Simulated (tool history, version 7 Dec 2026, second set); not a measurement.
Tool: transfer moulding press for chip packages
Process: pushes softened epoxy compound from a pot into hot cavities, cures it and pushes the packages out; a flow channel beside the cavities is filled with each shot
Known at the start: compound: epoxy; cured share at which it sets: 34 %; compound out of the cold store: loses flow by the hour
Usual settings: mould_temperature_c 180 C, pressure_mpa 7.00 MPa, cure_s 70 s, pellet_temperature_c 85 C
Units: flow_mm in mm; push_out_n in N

run    hour  mould_temperature_c  pressure_mpa  cure_s  pellet_temperature_c  incoming compound's hours out of the cold store  flow_mm  push_out_n
  1     0.0                  180          7.00      70                    85                                             11.7      935         814
       21.1  -- cavities cleaned with cleaning compound and waxed
  2    79.7                  180          7.00      70                    85                                             39.7      815         710
      120.2  -- cavities cleaned with cleaning compound and waxed
      144.9  -- plunger's sealing rings changed
  3   177.1                  180          7.00      70                    85                                             14.6      938         752
  4   219.2                  175          7.00      70                    85                                             34.4      870        1139
      226.2  -- cavities cleaned with cleaning compound and waxed
  5   322.2                  175          7.00      70                    85                                             35.8      834        1134
      328.7  -- cavities cleaned with cleaning compound and waxed
      400.2  -- plunger's sealing rings changed
  6   417.3                  177          7.00      70                    85                                             20.9      942        1016
      434.9  -- cavities cleaned with cleaning compound and waxed
  7   495.4                  177          7.00      70                    85                                             23.5      901         910
      539.3  -- cavities cleaned with cleaning compound and waxed
  8   568.6                  180          7.00      70                    85                                             36.2      833         628
  9   621.7                  180          7.00      70                    85                                             35.7      819         770
      647.2  -- cavities cleaned with cleaning compound and waxed
      656.4  -- plunger's sealing rings changed
 10   683.8                  180          7.00      70                    85                                             45.7      814         649
      756.9  -- cavities cleaned with cleaning compound and waxed
 11   762.9                  180          7.00      70                    85                                             21.3      892         566
      795.2  -- mould's thermocouples calibrated
 12   854.5                  180          7.00      70                    85                                             35.0      821         772
      862.3  -- cavities cleaned with cleaning compound and waxed
      910.6  -- plunger's sealing rings changed
 13   914.0                  180          7.00      70                    85                                             42.0      844         639
      966.5  -- cavities cleaned with cleaning compound and waxed
 14   989.4                  180          7.00      70                    76                                             16.1      922         632
 15  1059.9                  180          8.14      70                    76                                             21.5      952         850
     1066.1  -- cavities cleaned with cleaning compound and waxed
 16  1128.6                  180          8.14      70                    76                                              9.7      993         791
     1166.2  -- plunger's sealing rings changed
     1167.7  -- cavities cleaned with cleaning compound and waxed
 17  1179.1                  180          8.14      70                    76                                             40.7      912         524
 18  1262.8                  179          7.45      70                    82                                             18.4      937         925
     1268.9  -- cavities cleaned with cleaning compound and waxed
 19  1322.6                  179          6.16      66                    82                                             34.5      787         883
     1369.3  -- cavities cleaned with cleaning compound and waxed
 20  1384.5                  179          6.16      66                    82                                             27.6      809         702
     1423.2  -- plunger's sealing rings changed
     1474.0  -- cavities cleaned with cleaning compound and waxed
 21  1481.7                  179          8.23      76                    75                                             44.3      906         476
 22  1553.5                  172          7.00      70                    87                                             34.5      882        1416
     1579.5  -- cavities cleaned with cleaning compound and waxed
 23  1606.8                  184          7.00      70                    87                                             17.2      874         486
     1678.6  -- plunger's sealing rings changed
     1687.9  -- cavities cleaned with cleaning compound and waxed
 24  1698.3                  184          7.00      70                    87                                             19.4      904         426
 25  1766.1                  183          6.90      70                    87                                             29.6      848         619
     1791.3  -- cavities cleaned with cleaning compound and waxed
 26  1819.4                  180          7.00      94                    80                                             25.4      885         407
     1828.1  -- mould's thermocouples calibrated
 27  1884.6                  185          7.00      56                    85                                             35.0      811         881

The same runs without the tool's hidden state, with the same run-to-run variation:
The hidden state here: true mould temperature over the reading, C; pressure that reaches the compound, % of what is set; grip of the stained cavities, % over clean ones'; drift of the gauge itself on flow_mm, %; drift of the gauge itself on push_out_n, %.
run  flow_mm  push_out_n
  1      959         496
  2      854         462
  3      945         486
  4      886         651
  5      870         650
  6      945         592
  7      919         578
  8      865         458
  9      862         449
 10      817         451
 11      913         497
 12      862         459
 13      845         430
 14      941         502
 15      990         494
 16     1051         501
 17      915         445
 18      959         532
 19      817         575
 20      853         582
 21      919         412
 22      911         835
 23      916         366
 24      907         357
 25      865         366
 26      914         309
 27      854         530
